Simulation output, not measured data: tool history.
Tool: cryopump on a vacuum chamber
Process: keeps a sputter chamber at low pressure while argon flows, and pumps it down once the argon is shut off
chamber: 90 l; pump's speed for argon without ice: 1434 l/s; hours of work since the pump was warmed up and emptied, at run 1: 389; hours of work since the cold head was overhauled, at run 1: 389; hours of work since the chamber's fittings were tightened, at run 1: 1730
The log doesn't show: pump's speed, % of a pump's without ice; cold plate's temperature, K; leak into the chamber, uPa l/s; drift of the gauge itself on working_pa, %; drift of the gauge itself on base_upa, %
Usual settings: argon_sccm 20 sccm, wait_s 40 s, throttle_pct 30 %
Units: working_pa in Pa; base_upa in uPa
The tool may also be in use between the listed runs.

run	hour	argon_sccm	wait_s	throttle_pct	hours of work since the pump was warmed up and emptied	hours of work since the cold head was overhauled	hours of work since the chamber's fittings were tightened	working_pa	base_upa
1	0.0	20	40	30	389	389	1730	0.0817	1.77
2	31.2	20	40	30	407	407	1748	0.0812	1.82
3	61.9	20	40	30	425	425	1766	0.0827	1.85
4	96.5	20	40	30	445	445	1785	0.0821	1.88
5	124.3	20	40	30	461	461	1801	0.0824	1.88
6	149.8	20	40	30	476	476	1816	0.0823	1.88
7	173.8	20	40	30	489	489	1830	0.0827	1.92
# hour 210.5: pump warmed up, emptied and cooled again
8	210.5	23	56	30	0	508	1848	0.0899	1.58
9	245.6	16	36	29	20	528	1868	0.0663	1.79
10	276.1	36	138	29	38	545	1886	0.1471	1.37

5 ways to go on from here, each from the tool as it stands after run 10. What would each give?
A	316.7	29	241	47	61	569	1909	?	?
B	316.7	35	40	25	61	569	1909	?	?
C	316.7	10	117	50	61	569	1909	?	?
D	316.7	20	23	30	61	569	1909	?	?
E	316.7	9	46	29	61	569	1909	?	?

run	working_pa	base_upa
A	0.0748	1.24
B	0.1655	1.78
C	0.0242	1.37
D	0.0795	2.26
E	0.0372	1.71
Without the tool's hidden state the same runs would have given:
run	working_pa	base_upa
A	0.0738	0.27
B	0.1643	0.80
C	0.0238	0.37
D	0.0788	1.24
E	0.0369	0.71

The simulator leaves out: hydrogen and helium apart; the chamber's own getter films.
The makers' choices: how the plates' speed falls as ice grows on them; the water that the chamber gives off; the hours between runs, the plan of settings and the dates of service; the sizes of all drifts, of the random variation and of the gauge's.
